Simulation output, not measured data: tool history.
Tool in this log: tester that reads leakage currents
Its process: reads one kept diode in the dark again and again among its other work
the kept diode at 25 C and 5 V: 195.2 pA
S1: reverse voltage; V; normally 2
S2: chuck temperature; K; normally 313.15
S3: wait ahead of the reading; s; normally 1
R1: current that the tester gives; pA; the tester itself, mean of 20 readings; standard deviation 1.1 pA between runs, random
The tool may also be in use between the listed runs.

run 1 day=0 | S1=2 S2=313.15 S3=1 | R1=363.4
run 2 day=6.8 | S1=2 S2=313.15 S3=1 | R1=364.96
-- day=10.117 chuck's temperature calibrated
run 3 day=14.196 | S1=2 S2=313.15 S3=1 | R1=360.8
run 4 day=19.812 | S1=2 S2=310.15 S3=1 | R1=292.71
run 5 day=28.625 | S1=2 S2=310.15 S3=1 | R1=291.59
-- day=29.442 probe card cleaned and baked
run 6 day=34.779 | S1=2 S2=298.15 S3=1 | R1=122.25
run 7 day=43.125 | S1=2 S2=313.15 S3=7.21 | R1=360.39
run 8 day=48.717 | S1=5.61 S2=313.15 S3=1 | R1=617.99
run 9 day=53.325 | S1=2.8 S2=313.15 S3=1 | R1=430.59
run 10 day=61.921 | S1=2.8 S2=310.15 S3=1 | R1=350.51
run 11 day=69.938 | S1=6.73 S2=313.15 S3=1 | R1=680.03
run 12 day=74.775 | S1=6.73 S2=313.15 S3=1 | R1=680.7
run 13 day=79.883 | S1=6.73 S2=313.15 S3=1 | R1=682.16
run 14 day=88.554 | S1=6.73 S2=313.15 S3=1 | R1=683.66
run 15 day=93.704 | S1=6.73 S2=313.15 S3=1 | R1=679.59
-- day=98.304 chuck's temperature calibrated
run 16 day=98.304 | S1=6.73 S2=313.15 S3=1 | R1=677.65
run 17 day=102.904 | S1=2 S2=313.15 S3=1 | R1=361.87
run 18 day=111.933 | S1=2 S2=313.15 S3=1 | R1=361.31
run 19 day=120.292 | S1=2 S2=313.15 S3=0.65 | R1=362.46
-- day=124.833 probe card cleaned and baked
run 20 day=126.667 | S1=4.99 S2=297.15 S3=3.58 | R1=181.64
run 21 day=132.85 | S1=4.99 S2=305.15 S3=7.39 | R1=327.36
run 22 day=138.875 | S1=7.43 S2=309.15 S3=1.13 | R1=539.97
run 23 day=144.662 | S1=2.9 S2=327.15 S3=1 | R1=1107.85
run 24 day=153.229 | S1=15.57 S2=312.15 S3=1 | R1=982.45
run 25 day=158.092 | S1=15.57 S2=312.15 S3=1 | R1=979.4
-- day=162.846 tester calibrated
run 26 day=165.546 | S1=4.06 S2=307.15 S3=1.23 | R1=342.41
run 27 day=169.667 | S1=1.25 S2=317.15 S3=1.23 | R1=374.49
run 28 day=175.871 | S1=13.07 S2=313.15 S3=4.5 | R1=961.19
run 29 day=181.008 | S1=1.92 S2=310.15 S3=1 | R1=287.03
run 30 day=184.838 | S1=5.21 S2=313.15 S3=1.92 | R1=591.89
-- day=186.696 chuck's temperature calibrated
run 31 day=191.279 | S1=2 S2=313.15 S3=0.34 | R1=362.66
run 32 day=197.067 | S1=2 S2=331.15 S3=9.82 | R1=1173.96
run 33 day=204.292 | S1=2 S2=331.15 S3=9.82 | R1=1176.77
run 34 day=208.25 | S1=2 S2=300.15 S3=1 | R1=142.11
run 35 day=212.85 | S1=2 S2=310.15 S3=6.83 | R1=293.6
run 36 day=217.579 | S1=2.08 S2=310.15 S3=6.83 | R1=297.85
-- day=220.225 probe card cleaned and baked
run 37 day=223.958 | S1=2.71 S2=313.15 S3=2.31 | R1=425.75
run 38 day=229.225 | S1=2.71 S2=313.15 S3=2.31 | R1=425.29

Alternative continuations, all from the tool just after run 38; predict every row:
run A day=234.962 | S1=11.83 S2=325.15 S3=9.54 | R1=?
run B day=234.962 | S1=9.24 S2=324.15 S3=1 | R1=?
run C day=234.962 | S1=2.71 S2=332.15 S3=2.31 | R1=?
run D day=234.962 | S1=2 S2=319.15 S3=1 | R1=?
run E day=234.962 | S1=2.93 S2=313.15 S3=1.31 | R1=?

run=A R1=2023.14
run=B R1=1677.83
run=C R1=1459.31
run=D R1=543.81
run=E R1=441.71
Stripped of hidden state, with their random variation kept, the same runs would have yielded:
run=A R1=2021.32
run=B R1=1676.31
run=C R1=1458.08
run=D R1=543.31
run=E R1=441.28

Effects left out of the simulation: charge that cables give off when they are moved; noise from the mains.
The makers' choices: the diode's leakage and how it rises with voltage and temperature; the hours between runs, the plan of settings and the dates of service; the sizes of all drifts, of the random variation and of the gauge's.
